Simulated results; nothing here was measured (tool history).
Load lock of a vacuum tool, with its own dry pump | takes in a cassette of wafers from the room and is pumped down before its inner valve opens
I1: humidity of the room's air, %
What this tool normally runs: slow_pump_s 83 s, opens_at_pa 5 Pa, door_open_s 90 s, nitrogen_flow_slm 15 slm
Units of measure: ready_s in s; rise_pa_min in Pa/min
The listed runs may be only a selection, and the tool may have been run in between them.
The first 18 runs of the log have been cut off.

Run 19, hour 7821.8: usual settings but door_open_s 40 s; I1 43.9. Result: ready_s 122.7 s, rise_pa_min 0.165 Pa/min.
Run 20, hour 8073.3: usual settings but slow_pump_s 89 s, opens_at_pa 4 Pa, door_open_s 40 s, nitrogen_flow_slm 18 slm; I1 43.3. Result: ready_s 128.7 s, rise_pa_min 0.179 Pa/min.
Run 21, hour 8605: usual settings but slow_pump_s 101 s, opens_at_pa 4 Pa, door_open_s 59 s, nitrogen_flow_slm 16 slm; I1 42.8. Result: ready_s 139.3 s, rise_pa_min 0.22 Pa/min.
Run 22, hour 9065.6: usual settings but slow_pump_s 101 s, opens_at_pa 4 Pa, door_open_s 59 s, nitrogen_flow_slm 16 slm; I1 44.5. Result: ready_s 139.7 s, rise_pa_min 0.261 Pa/min.
Run 23, hour 9446: usual settings but slow_pump_s 156 s, opens_at_pa 7 Pa, door_open_s 35 s, nitrogen_flow_slm 29 slm; I1 42.7. Result: ready_s 184.2 s, rise_pa_min 0.269 Pa/min.
Run 24, hour 9941.4: usual settings but opens_at_pa 6 Pa, nitrogen_flow_slm 5 slm; I1 46.4. Result: ready_s 122 s, rise_pa_min 0.352 Pa/min.
Run 25, hour 10403.7: usual settings but opens_at_pa 6 Pa, nitrogen_flow_slm 5 slm; I1 45.3. Result: ready_s 123.7 s, rise_pa_min 0.406 Pa/min.
Run 26, hour 10721.2: usual settings but slow_pump_s 163 s, opens_at_pa 6 Pa, nitrogen_flow_slm 5 slm; I1 42.2. Result: ready_s 190.5 s, rise_pa_min 0.434 Pa/min.
Run 27, hour 11288.8: usual settings but slow_pump_s 163 s, opens_at_pa 6 Pa, nitrogen_flow_slm 5 slm; I1 46.7. Result: ready_s 194.5 s, rise_pa_min 0.49 Pa/min.
Run 28, hour 11645.7: usual settings but slow_pump_s 163 s, opens_at_pa 6 Pa, nitrogen_flow_slm 5 slm; I1 43.7. Result: ready_s 192.8 s, rise_pa_min 0.535 Pa/min.
Run 29, hour 11896.5: usual settings but slow_pump_s 163 s, opens_at_pa 6 Pa, nitrogen_flow_slm 5 slm; I1 46.6. Result: ready_s 190.9 s, rise_pa_min 0.57 Pa/min.
At hour 11941.5: door's seal changed, seat wiped.
Run 30, hour 12370: usual settings but door_open_s 174 s; I1 44.8. Result: ready_s 124.2 s, rise_pa_min 0.079 Pa/min.
Run 31, hour 12776.3: usual settings but door_open_s 40 s; I1 43.1. Result: ready_s 125.5 s, rise_pa_min 0.059 Pa/min.
Run 32, hour 13236.6: usual settings but slow_pump_s 61 s, opens_at_pa 8 Pa, door_open_s 145 s, nitrogen_flow_slm 22 slm; I1 43.9. Result: ready_s 103 s, rise_pa_min 0.089 Pa/min.
Run 33, hour 13664.8: usual settings but door_open_s 171 s; I1 45.7. Result: ready_s 125.4 s, rise_pa_min 0.128 Pa/min.
Run 34, hour 14035.8: usual settings but slow_pump_s 144 s, opens_at_pa 7 Pa, door_open_s 216 s, nitrogen_flow_slm 8 slm; I1 47.2. Result: ready_s 176.4 s, rise_pa_min 0.166 Pa/min.

4 ways to go on from here, each from the tool as it stands after run 34. What would each give?
Run A, hour 14610: usual settings but opens_at_pa 6 Pa, door_open_s 41 s, nitrogen_flow_slm 19 slm; I1 47.6. Result: ready_s ?, rise_pa_min ?.
Run B, hour 14610: usual settings but opens_at_pa 7 Pa; I1 43.4. Result: ready_s ?, rise_pa_min ?.
Run C, hour 14610: usual settings but slow_pump_s 68 s, door_open_s 56 s; I1 48.9. Result: ready_s ?, rise_pa_min ?.
Run D, hour 14610: usual settings but door_open_s 48 s, nitrogen_flow_slm 28 slm; I1 43.7. Result: ready_s ?, rise_pa_min ?.

run  ready_s  rise_pa_min
  A    125.3        0.155
  B    124.3        0.171
  C    113.2        0.162
  D    126.3        0.146
Without the tool's unlogged condition, the same runs would have read:
run  ready_s  rise_pa_min
  A    120.7        0.037
  B    119.8        0.055
  C    108.2        0.044
  D    121.5        0.027
